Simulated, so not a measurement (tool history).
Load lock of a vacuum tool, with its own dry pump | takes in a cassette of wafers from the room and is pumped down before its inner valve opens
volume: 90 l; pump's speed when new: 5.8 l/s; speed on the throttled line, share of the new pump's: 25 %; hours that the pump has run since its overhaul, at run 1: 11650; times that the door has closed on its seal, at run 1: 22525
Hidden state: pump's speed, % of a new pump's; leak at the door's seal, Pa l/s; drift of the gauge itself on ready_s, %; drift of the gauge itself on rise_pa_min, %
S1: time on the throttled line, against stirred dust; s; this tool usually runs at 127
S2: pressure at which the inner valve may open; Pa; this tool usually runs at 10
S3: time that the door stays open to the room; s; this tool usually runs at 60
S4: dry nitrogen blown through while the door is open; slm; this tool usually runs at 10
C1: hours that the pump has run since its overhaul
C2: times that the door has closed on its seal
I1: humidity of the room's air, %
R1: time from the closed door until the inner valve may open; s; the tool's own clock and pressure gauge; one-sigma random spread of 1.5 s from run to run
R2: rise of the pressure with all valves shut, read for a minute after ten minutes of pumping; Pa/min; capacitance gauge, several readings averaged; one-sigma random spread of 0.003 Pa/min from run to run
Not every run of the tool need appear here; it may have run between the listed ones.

run 1 hour=0.0 | S1=127 S2=10 S3=60 S4=10 | C1=11650 C2=22525 | I1=44.2 | R1=252.6 R2=0.117
run 2 hour=100.5 | S1=127 S2=10 S3=60 S4=10 | C1=11751 C2=22875 | I1=42.1 | R1=257.9 R2=0.121
run 3 hour=197.3 | S1=127 S2=10 S3=60 S4=10 | C1=11848 C2=23211 | I1=44.7 | R1=256.5 R2=0.119
run 4 hour=289.9 | S1=127 S2=10 S3=60 S4=33 | C1=11940 C2=23534 | I1=44.0 | R1=260.1 R2=0.109
run 5 hour=398.9 | S1=71 S2=10 S3=60 S4=10 | C1=12049 C2=23913 | I1=45.9 | R1=216.2 R2=0.129
run 6 hour=571.4 | S1=71 S2=10 S3=60 S4=10 | C1=12222 C2=24514 | I1=43.6 | R1=217.0 R2=0.130
run 7 hour=644.1 | S1=71 S2=10 S3=60 S4=10 | C1=12295 C2=24767 | I1=45.7 | R1=218.3 R2=0.130
run 8 hour=757.7 | S1=117 S2=10 S3=60 S4=10 | C1=12408 C2=25162 | I1=41.9 | R1=248.9 R2=0.131
run 9 hour=856.0 | S1=127 S2=10 S3=38 S4=10 | C1=12506 C2=25504 | I1=43.7 | R1=259.9 R2=0.127
run 10 hour=1002.8 | S1=127 S2=10 S3=238 S4=10 | C1=12653 C2=26015 | I1=47.4 | R1=256.4 R2=0.185
run 11 hour=1142.8 | S1=127 S2=10 S3=238 S4=4 | C1=12793 C2=26502 | I1=43.1 | R1=257.3 R2=0.198
run 12 hour=1301.8 | S1=127 S2=10 S3=238 S4=14 | C1=12952 C2=27056 | I1=45.0 | R1=257.4 R2=0.167
run 13 hour=1454.3 | S1=71 S2=10 S3=238 S4=14 | C1=13105 C2=27586 | I1=43.2 | R1=217.6 R2=0.167
run 14 hour=1630.4 | S1=119 S2=15 S3=187 S4=10 | C1=13281 C2=28199 | I1=44.5 | R1=245.6 R2=0.179
run 15 hour=1777.0 | S1=127 S2=10 S3=225 S4=10 | C1=13427 C2=28709 | I1=46.4 | R1=260.7 R2=0.190
run 16 hour=1865.2 | S1=127 S2=10 S3=225 S4=10 | C1=13516 C2=29016 | I1=45.7 | R1=259.7 R2=0.193
run 17 hour=1972.6 | S1=214 S2=10 S3=225 S4=7 | C1=13623 C2=29390 | I1=44.4 | R1=323.1 R2=0.198
run 18 hour=2106.1 | S1=214 S2=10 S3=225 S4=7 | C1=13757 C2=29854 | I1=42.9 | R1=319.1 R2=0.202
run 19 hour=2218.1 | S1=214 S2=10 S3=225 S4=7 | C1=13869 C2=30244 | I1=41.1 | R1=321.8 R2=0.199
run 20 hour=2318.5 | S1=214 S2=10 S3=195 S4=21 | C1=13969 C2=30594 | I1=45.9 | R1=322.1 R2=0.172
run 21 hour=2414.1 | S1=214 S2=10 S3=132 S4=21 | C1=14065 C2=30926 | I1=44.8 | R1=322.4 R2=0.173
run 22 hour=2562.8 | S1=214 S2=10 S3=132 S4=21 | C1=14213 C2=31444 | I1=43.2 | R1=321.5 R2=0.176

Estimate the outcome of run 23 from the log above:
run 23 hour=2727.7 | S1=124 S2=10 S3=107 S4=12 | C1=14378 C2=32018 | I1=43.8 | R1=? R2=?

{"run 23": {"R1": 258.2, "R2": 0.185}}
If the tool had no hidden condition, the same run with the same run-to-run variation would have returned R1 235.8 s, R2 0.033 Pa/min.
